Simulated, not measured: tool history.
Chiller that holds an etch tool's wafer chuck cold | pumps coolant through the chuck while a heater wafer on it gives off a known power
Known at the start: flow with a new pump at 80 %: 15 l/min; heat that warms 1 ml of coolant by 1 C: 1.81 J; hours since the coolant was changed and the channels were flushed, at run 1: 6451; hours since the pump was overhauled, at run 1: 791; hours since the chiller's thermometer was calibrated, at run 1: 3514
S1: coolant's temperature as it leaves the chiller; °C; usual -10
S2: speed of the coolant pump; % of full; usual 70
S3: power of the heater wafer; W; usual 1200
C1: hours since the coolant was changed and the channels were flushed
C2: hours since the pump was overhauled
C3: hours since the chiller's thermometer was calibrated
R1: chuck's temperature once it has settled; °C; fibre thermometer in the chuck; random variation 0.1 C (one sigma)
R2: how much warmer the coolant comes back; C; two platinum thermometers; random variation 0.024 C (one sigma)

run 1 day=0 | S1=-10 S2=70 S3=1200 | C1=6451 C2=791 C3=3514 | R1=2.6 R2=3.02
run 2 day=1.2 | S1=-10 S2=70 S3=1200 | C1=6480 C2=820 C3=3543 | R1=2.5 R2=2.99
run 3 day=2.725 | S1=-10 S2=86 S3=1200 | C1=6516 C2=857 C3=3579 | R1=0.5 R2=2.46
run 4 day=4.758 | S1=-10 S2=83 S3=1200 | C1=6565 C2=906 C3=3628 | R1=0.7 R2=2.49
run 5 day=6.025 | S1=-10 S2=83 S3=1200 | C1=6595 C2=936 C3=3659 | R1=0.9 R2=2.54
run 6 day=7.742 | S1=-10 S2=83 S3=1200 | C1=6637 C2=977 C3=3700 | R1=0.9 R2=2.54
run 7 day=10.208 | S1=-10 S2=83 S3=1200 | C1=6696 C2=1036 C3=3759 | R1=0.9 R2=2.55
run 8 day=11.454 | S1=-10 S2=83 S3=1200 | C1=6726 C2=1066 C3=3789 | R1=0.7 R2=2.52
run 9 day=13.758 | S1=-10 S2=83 S3=1200 | C1=6781 C2=1122 C3=3844 | R1=0.8 R2=2.58
run 10 day=15.412 | S1=-10 S2=83 S3=1200 | C1=6821 C2=1161 C3=3884 | R1=0.8 R2=2.52
run 11 day=17.3 | S1=-10 S2=70 S3=1200 | C1=6866 C2=1207 C3=3929 | R1=2.6 R2=3
run 12 day=19.833 | S1=-10 S2=70 S3=1200 | C1=6927 C2=1267 C3=3990 | R1=2.6 R2=3.05
run 13 day=21.362 | S1=-10 S2=70 S3=1200 | C1=6964 C2=1304 C3=4027 | R1=2.4 R2=3
run 14 day=23.746 | S1=-10 S2=70 S3=1200 | C1=7021 C2=1361 C3=4084 | R1=2.6 R2=3.01
run 15 day=26.371 | S1=-10 S2=70 S3=1200 | C1=7084 C2=1424 C3=4147 | R1=2.6 R2=3.03
run 16 day=27.638 | S1=-10 S2=70 S3=1200 | C1=7114 C2=1455 C3=4177 | R1=2.6 R2=3
run 17 day=30.329 | S1=-11 S2=70 S3=1200 | C1=7179 C2=1519 C3=4242 | R1=1.6 R2=3.03
run 18 day=32.975 | S1=-11 S2=70 S3=1200 | C1=7242 C2=1583 C3=4305 | R1=1.6 R2=3.01
run 19 day=35.121 | S1=-11 S2=70 S3=1200 | C1=7294 C2=1634 C3=4357 | R1=1.7 R2=3.08
run 20 day=37.004 | S1=-11 S2=70 S3=1200 | C1=7339 C2=1679 C3=4402 | R1=1.5 R2=2.98
run 21 day=39.129 | S1=-5 S2=64 S3=1200 | C1=7390 C2=1730 C3=4453 | R1=8.6 R2=3.29
run 22 day=41.246 | S1=-8 S2=82 S3=1200 | C1=7441 C2=1781 C3=4504 | R1=2.9 R2=2.6
run 23 day=42.867 | S1=-8 S2=82 S3=1200 | C1=7480 C2=1820 C3=4543 | R1=3.1 R2=2.57
run 24 day=44.704 | S1=-8 S2=82 S3=1200 | C1=7524 C2=1864 C3=4587 | R1=2.8 R2=2.59
run 25 day=46.05 | S1=-18 S2=82 S3=1200 | C1=7556 C2=1897 C3=4619 | R1=-7 R2=2.6
run 26 day=47.171 | S1=-11 S2=61 S3=1239 | C1=7583 C2=1923 C3=4646 | R1=3.6 R2=3.6
run 27 day=49.283 | S1=-6 S2=61 S3=1141 | C1=7634 C2=1974 C3=4697 | R1=7.6 R2=3.29
-- day=50.392 coolant changed, channels flushed
run 28 day=51.738 | S1=-9 S2=61 S3=710 | C1=32 C2=2027 C3=4750 | R1=-0.5 R2=2.03
run 29 day=54.404 | S1=-5 S2=84 S3=1640 | C1=96 C2=2091 C3=4814 | R1=9.7 R2=3.46
run 30 day=56.358 | S1=-13 S2=98 S3=642 | C1=143 C2=2138 C3=4861 | R1=-7.9 R2=1.15
run 31 day=58.921 | S1=-13 S2=98 S3=642 | C1=205 C2=2199 C3=4922 | R1=-8.1 R2=1.19

Forecast each of these 3 alternatives for the next run:
run A day=60.212 | S1=-9 S2=72 S3=715 | C1=236 C2=2230 C3=4953 | R1=? R2=?
run B day=60.212 | S1=-10 S2=65 S3=767 | C1=236 C2=2230 C3=4953 | R1=? R2=?
run C day=60.212 | S1=-1 S2=71 S3=607 | C1=236 C2=2230 C3=4953 | R1=? R2=?

run=A R1=-1.8 R2=1.75
run=B R1=-1.5 R2=2.08
run=C R1=5.5 R2=1.52
Without the tool's hidden state the same runs would have given:
run=A R1=-1.8 R2=1.74
run=B R1=-1.5 R2=2.08
run=C R1=5.5 R2=1.52

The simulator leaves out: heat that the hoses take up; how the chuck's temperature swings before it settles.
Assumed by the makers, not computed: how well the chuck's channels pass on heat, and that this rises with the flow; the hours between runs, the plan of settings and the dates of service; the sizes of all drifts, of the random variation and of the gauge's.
